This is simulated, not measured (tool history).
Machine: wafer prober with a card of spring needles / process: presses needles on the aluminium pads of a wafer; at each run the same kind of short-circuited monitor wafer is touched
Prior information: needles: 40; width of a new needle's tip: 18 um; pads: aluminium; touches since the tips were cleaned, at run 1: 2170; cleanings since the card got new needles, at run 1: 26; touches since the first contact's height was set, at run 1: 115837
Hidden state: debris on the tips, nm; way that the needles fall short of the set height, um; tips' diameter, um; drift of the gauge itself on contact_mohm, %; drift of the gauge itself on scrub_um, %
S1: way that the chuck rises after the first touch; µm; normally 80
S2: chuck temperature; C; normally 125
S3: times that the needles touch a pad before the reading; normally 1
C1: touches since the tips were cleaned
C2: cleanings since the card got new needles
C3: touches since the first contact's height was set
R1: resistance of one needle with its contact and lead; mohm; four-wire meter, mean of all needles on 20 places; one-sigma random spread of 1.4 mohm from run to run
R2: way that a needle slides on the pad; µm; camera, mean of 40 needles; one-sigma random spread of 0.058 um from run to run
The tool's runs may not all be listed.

{"run": 1, "hour": 0.0, "S1": 80, "S2": 125, "S3": 1, "C1": 2170, "C2": 26, "C3": 115837, "R1": 123, "R2": 13.93}
{"hour": 8.0, "done": "tips cleaned on abrasive film"}
{"run": 2, "hour": 11.5, "S1": 80, "S2": 125, "S3": 1, "C1": 844, "C2": 27, "C3": 118582, "R1": 122, "R2": 13.85}
{"hour": 23.7, "done": "tips cleaned on abrasive film"}
{"run": 3, "hour": 23.7, "S1": 80, "S2": 125, "S3": 1, "C1": 0, "C2": 28, "C3": 121475, "R1": 123, "R2": 13.83}
{"run": 4, "hour": 37.8, "S1": 80, "S2": 28, "S3": 1, "C1": 3381, "C2": 28, "C3": 124856, "R1": 114, "R2": 13.83}
{"hour": 39.5, "done": "tips cleaned on abrasive film"}
{"run": 5, "hour": 50.8, "S1": 80, "S2": 125, "S3": 1, "C1": 2698, "C2": 29, "C3": 127948, "R1": 124, "R2": 13.77}
{"hour": 56.5, "done": "tips cleaned on abrasive film"}
{"run": 6, "hour": 61.9, "S1": 80, "S2": 125, "S3": 1, "C1": 1307, "C2": 30, "C3": 130594, "R1": 123, "R2": 13.8}
{"hour": 72.5, "done": "tips cleaned on abrasive film"}
{"run": 7, "hour": 77.1, "S1": 80, "S2": 125, "S3": 1, "C1": 1091, "C2": 31, "C3": 134206, "R1": 122, "R2": 13.84}
{"hour": 89.0, "done": "tips cleaned on abrasive film"}
{"run": 8, "hour": 95.6, "S1": 80, "S2": 125, "S3": 1, "C1": 1597, "C2": 32, "C3": 138633, "R1": 123, "R2": 13.66}
{"hour": 105.5, "done": "tips cleaned on abrasive film"}
{"run": 9, "hour": 107.8, "S1": 80, "S2": 125, "S3": 1, "C1": 550, "C2": 33, "C3": 141520, "R1": 124, "R2": 13.77}
{"run": 10, "hour": 116.5, "S1": 80, "S2": 125, "S3": 1, "C1": 2643, "C2": 33, "C3": 143613, "R1": 122, "R2": 13.86}
{"hour": 122.5, "done": "tips cleaned on abrasive film"}
{"run": 11, "hour": 129.1, "S1": 80, "S2": 125, "S3": 1, "C1": 1581, "C2": 34, "C3": 146615, "R1": 122, "R2": 13.69}
{"hour": 138.9, "done": "tips cleaned on abrasive film"}
{"run": 12, "hour": 143.0, "S1": 80, "S2": 125, "S3": 1, "C1": 991, "C2": 35, "C3": 149922, "R1": 124, "R2": 13.75}
{"hour": 155.3, "done": "tips cleaned on abrasive film"}
{"run": 13, "hour": 158.9, "S1": 80, "S2": 42, "S3": 1, "C1": 870, "C2": 36, "C3": 153718, "R1": 111, "R2": 13.74}
{"hour": 171.3, "done": "tips cleaned on abrasive film"}
{"run": 14, "hour": 171.3, "S1": 80, "S2": 52, "S3": 3, "C1": 0, "C2": 37, "C3": 156674, "R1": 115, "R2": 13.67}
{"run": 15, "hour": 181.2, "S1": 80, "S2": 52, "S3": 3, "C1": 2363, "C2": 37, "C3": 159037, "R1": 113, "R2": 13.72}
{"hour": 187.3, "done": "tips cleaned on abrasive film"}
{"run": 16, "hour": 192.0, "S1": 80, "S2": 52, "S3": 3, "C1": 1123, "C2": 38, "C3": 161613, "R1": 113, "R2": 13.68}
{"hour": 203.9, "done": "tips cleaned on abrasive film"}
{"run": 17, "hour": 205.1, "S1": 80, "S2": 52, "S3": 3, "C1": 288, "C2": 39, "C3": 164724, "R1": 114, "R2": 13.58}
{"hour": 220.3, "done": "tips cleaned on abrasive film"}
{"run": 18, "hour": 221.2, "S1": 62, "S2": 121, "S3": 2, "C1": 206, "C2": 40, "C3": 168552, "R1": 125, "R2": 10.54}
{"hour": 236.2, "done": "tips cleaned on abrasive film"}
{"run": 19, "hour": 236.2, "S1": 62, "S2": 121, "S3": 1, "C1": 0, "C2": 41, "C3": 172132, "R1": 125, "R2": 10.66}
{"hour": 252.3, "done": "tips cleaned on abrasive film"}
{"run": 20, "hour": 253.0, "S1": 61, "S2": 36, "S3": 1, "C1": 176, "C2": 42, "C3": 176147, "R1": 113, "R2": 10.43}
{"hour": 268.0, "done": "tips cleaned on abrasive film"}
{"run": 21, "hour": 268.0, "S1": 80, "S2": 80, "S3": 1, "C1": 0, "C2": 43, "C3": 179723, "R1": 114, "R2": 13.63}
{"hour": 283.8, "done": "tips cleaned on abrasive film"}
{"run": 22, "hour": 285.7, "S1": 70, "S2": 80, "S3": 1, "C1": 446, "C2": 44, "C3": 183932, "R1": 118, "R2": 11.84}
{"run": 23, "hour": 299.2, "S1": 62, "S2": 54, "S3": 1, "C1": 3695, "C2": 44, "C3": 187181, "R1": 115, "R2": 10.56}
{"hour": 300.5, "done": "tips cleaned on abrasive film"}
{"run": 24, "hour": 311.1, "S1": 90, "S2": 125, "S3": 2, "C1": 2537, "C2": 45, "C3": 189999, "R1": 120, "R2": 15.36}

Branching from run 24: 3 alternative next runs. What would each branch give?
{"hour": 317.4, "done": "tips cleaned on abrasive film"}
{"run": "A", "hour": 320.1, "S1": 82, "S2": 45, "S3": 2, "C1": 657, "C2": 46, "C3": 192152, "R1": "?", "R2": "?"}
{"hour": 317.4, "done": "tips cleaned on abrasive film"}
{"run": "B", "hour": 320.1, "S1": 90, "S2": 125, "S3": 2, "C1": 657, "C2": 46, "C3": 192152, "R1": "?", "R2": "?"}
{"hour": 317.4, "done": "tips cleaned on abrasive film"}
{"run": "C", "hour": 320.1, "S1": 90, "S2": 62, "S3": 2, "C1": 657, "C2": 46, "C3": 192152, "R1": "?", "R2": "?"}

run=A R1=115 R2=13.82
run=B R1=120 R2=15.30
run=C R1=115 R2=15.37
What these runs would have given with no unlogged condition in the tool:
run=A R1=115 R2=14.08
run=B R1=120 R2=15.59
run=C R1=114 R2=15.66
